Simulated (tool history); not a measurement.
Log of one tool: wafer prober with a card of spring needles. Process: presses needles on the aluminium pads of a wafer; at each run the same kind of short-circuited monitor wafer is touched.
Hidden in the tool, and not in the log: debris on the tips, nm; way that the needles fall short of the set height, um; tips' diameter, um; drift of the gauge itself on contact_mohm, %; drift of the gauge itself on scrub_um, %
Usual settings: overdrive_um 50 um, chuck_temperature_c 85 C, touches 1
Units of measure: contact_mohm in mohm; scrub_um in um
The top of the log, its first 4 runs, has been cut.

run   hour  overdrive_um  chuck_temperature_c  touches  touches since the tips were cleaned  cleanings since the card got new needles  touches since the first contact's height was set  contact_mohm  scrub_um
  5   33.2            50                   85        1                                 2469                                        12                                             68961           304     11.71
      42.5  -- tips cleaned on abrasive film
  6   42.5            50                   85        1                                    4                                        13                                             71610           202      11.7
  7   47.2            50                   85        1                                 1374                                        13                                             72980           276      11.7
  8   52.5            50                   85        1                                 2904                                        13                                             74510           315     11.72
  9   57.7            50                   85        1                                 4401                                        13                                             76007           334     11.71
      59.7  -- tips cleaned on abrasive film
 10   63.8            50                   85        2                                 1174                                        14                                             77749           231     11.68
      66.2  -- height of the first contact set anew
 11   71.4            34                   85        2                                 3293                                        14                                              1507           364      7.82
      77.2  -- tips cleaned on abrasive film
 12   77.4            50                   85        1                                   47                                        15                                              3207           204     11.59
 13     84            50                   85        1                                 1945                                        15                                              5105           292     11.61
 14   89.6            50                   85        1                                 3567                                        15                                              6727           326      11.6
      91.8  -- height of the first contact set anew, once more
 15   94.3            50                   85        1                                 4843                                        15                                               713           328     11.89
        95  -- tips cleaned on abrasive film
 16  100.8            50                   85        1                                 1691                                        16                                              2578           286     11.89
 17  109.9            50                   85        1                                 4309                                        16                                              5196           330     11.87
     112.3  -- tips cleaned on abrasive film
 18  118.1            50                   85        1                                 1679                                        17                                              7532           280     11.86
 19  126.5            42                   38        2                                 4120                                        17                                              9973           310      9.95
     129.8  -- tips cleaned on abrasive film
 20  134.4            37                   38        2                                 1334                                        18                                             12237           273      8.77
 21  139.8            61                   38        2                                 2873                                        18                                             13776           231     14.46
     146.9  -- tips cleaned on abrasive film
 22  147.2            39                   86        3                                   78                                        19                                             15902           199      9.22
 23  154.7            39                   86        3                                 2250                                        19                                             18074           256      9.22
 24  159.9            50                   85        1                                 3738                                        19                                             19562           326     11.82
     164.1  -- tips cleaned on abrasive film
 25  164.1            50                   85        1                                    0                                        20                                             20751           206     11.82
 26  169.4            43                   34        1                                 1533                                        20                                             22284           309     10.14

Run 27 has not been measured yet. What should we expect?
 27  175.9            50                   28        1                                 3419                                        20                                             24170             ?         ?

{"run 27": {"contact_mohm": 317, "scrub_um": 11.82}}
Without the tool's hidden state the same run would have given contact_mohm 172 mohm, scrub_um 11.89 um.

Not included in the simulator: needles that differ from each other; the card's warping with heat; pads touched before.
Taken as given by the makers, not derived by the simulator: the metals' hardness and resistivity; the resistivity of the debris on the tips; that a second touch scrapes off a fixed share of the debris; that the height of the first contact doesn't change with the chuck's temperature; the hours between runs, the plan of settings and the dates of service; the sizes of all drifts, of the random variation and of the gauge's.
